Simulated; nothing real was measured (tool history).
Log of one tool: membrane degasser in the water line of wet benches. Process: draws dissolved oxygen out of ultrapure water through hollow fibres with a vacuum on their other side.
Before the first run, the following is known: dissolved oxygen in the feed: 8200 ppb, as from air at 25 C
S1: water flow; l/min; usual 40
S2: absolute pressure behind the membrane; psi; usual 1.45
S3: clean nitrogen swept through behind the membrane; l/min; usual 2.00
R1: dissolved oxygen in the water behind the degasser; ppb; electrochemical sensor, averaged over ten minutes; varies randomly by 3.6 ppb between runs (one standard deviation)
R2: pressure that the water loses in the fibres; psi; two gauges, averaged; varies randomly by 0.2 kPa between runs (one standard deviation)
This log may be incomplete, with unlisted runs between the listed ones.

run	day	S1	S2	S3	R1	R2
1	0.000	40	1.45	2.00	367.4	6.514
2	4.062	40	1.45	2.00	367.0	6.548
3	7.796	40	1.45	3.28	256.5	6.490
4	11.917	40	1.45	2.00	359.9	6.528
5	14.208	40	1.45	2.00	361.4	6.515
6	16.767	40	1.45	2.00	364.5	6.537
7	20.417	40	1.45	0.80	677.0	6.528
8	23.862	40	1.45	2.00	361.4	6.499
9	27.162	40	1.07	2.00	260.0	6.506
10	29.821	40	1.07	2.00	258.4	6.580
# day 30.062: vacuum gauge calibrated
11	32.696	40	1.07	2.00	262.0	6.564
12	36.638	40	1.45	2.00	374.8	6.548
13	40.500	40	1.45	2.00	371.1	6.575
14	44.338	28	2.02	3.03	266.3	4.640
15	47.250	29	2.51	2.00	486.1	4.809
# day 49.500: vacuum gauge calibrated, once more
16	50.075	31	3.48	0.95	1273.2	5.114
17	54.733	40	0.99	1.35	300.4	6.580
18	58.283	40	2.20	1.35	769.4	6.583
19	61.979	38	2.78	2.07	668.9	6.266
20	65.283	35	2.78	1.91	675.9	5.793
21	68.521	64	2.44	5.79	497.1	10.551
22	71.183	28	2.94	2.00	553.7	4.679
23	73.783	35	2.74	2.72	518.0	5.773
24	75.812	35	2.20	2.72	404.3	5.790
25	79.667	32	1.45	5.30	149.6	5.259

What if the next run were any one of these 3? Each begins from the tool's condition after run 25:
A	82.558	36	1.45	2.00	?	?
B	82.558	47	1.33	2.00	?	?
C	82.558	40	2.65	2.00	?	?

run	R1	R2
A	324.4	5.976
B	407.1	7.797
C	702.0	6.714
With no hidden state in the tool, these same runs would have given:
run	R1	R2
A	315.5	5.845
B	394.8	7.628
C	691.3	6.567
